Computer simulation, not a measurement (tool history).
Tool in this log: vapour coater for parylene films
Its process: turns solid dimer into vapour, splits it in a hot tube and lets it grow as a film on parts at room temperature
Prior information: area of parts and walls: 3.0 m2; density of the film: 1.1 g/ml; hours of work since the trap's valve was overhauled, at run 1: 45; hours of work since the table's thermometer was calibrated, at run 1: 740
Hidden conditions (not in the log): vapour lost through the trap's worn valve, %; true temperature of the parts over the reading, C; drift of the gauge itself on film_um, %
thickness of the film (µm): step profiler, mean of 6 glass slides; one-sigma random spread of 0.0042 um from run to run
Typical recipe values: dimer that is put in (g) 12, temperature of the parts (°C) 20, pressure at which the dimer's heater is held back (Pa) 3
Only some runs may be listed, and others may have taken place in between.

run	hour	dimer that is put in (g)	temperature of the parts (°C)	pressure at which the dimer's heater is held back (Pa)	hours of work since the trap's valve was overhauled	hours of work since the table's thermometer was calibrated	thickness of the film (µm)
1	0	12	20	3	45	740	2.07
2	17.5	12	20	3	58	753	2.076
3	37.3	12	20	3	72	767	2.069
4	51.1	12	20	3	82	777	2.07
5	69.8	12	20	3	96	791	2.063
6	84.7	12	17	3	107	801	2.301
# hour 103.8: table's thermometer calibrated
7	109.9	12	20	3	124	4	1.939
8	130.7	12	20	3	140	20	1.932
9	145.6	12	20	3	150	30	1.929
10	159.7	12	20	3	161	41	1.93
11	172.6	12	20	3	170	50	1.926
12	191.5	12	20	10.23	184	64	1.473
13	208.6	12	20	6.36	196	76	1.625
14	234.2	8	20	3	215	95	1.28
15	245.5	12	20	3	223	103	1.91
16	262.4	5	20	3	235	115	0.796
17	284.1	11	27	11.29	251	131	1.014
18	305.7	11	27	11.29	267	147	1.013

Run 19, settings as shown, results not yet in. Your forecast:
19	331.5	11	14	11.29	285	165	?

Logged for run 19: thickness of the film (µm) 1.633.
With the hidden condition absent and the run-to-run variation left alone, this run would have shown thickness of the film (µm) 1.729.
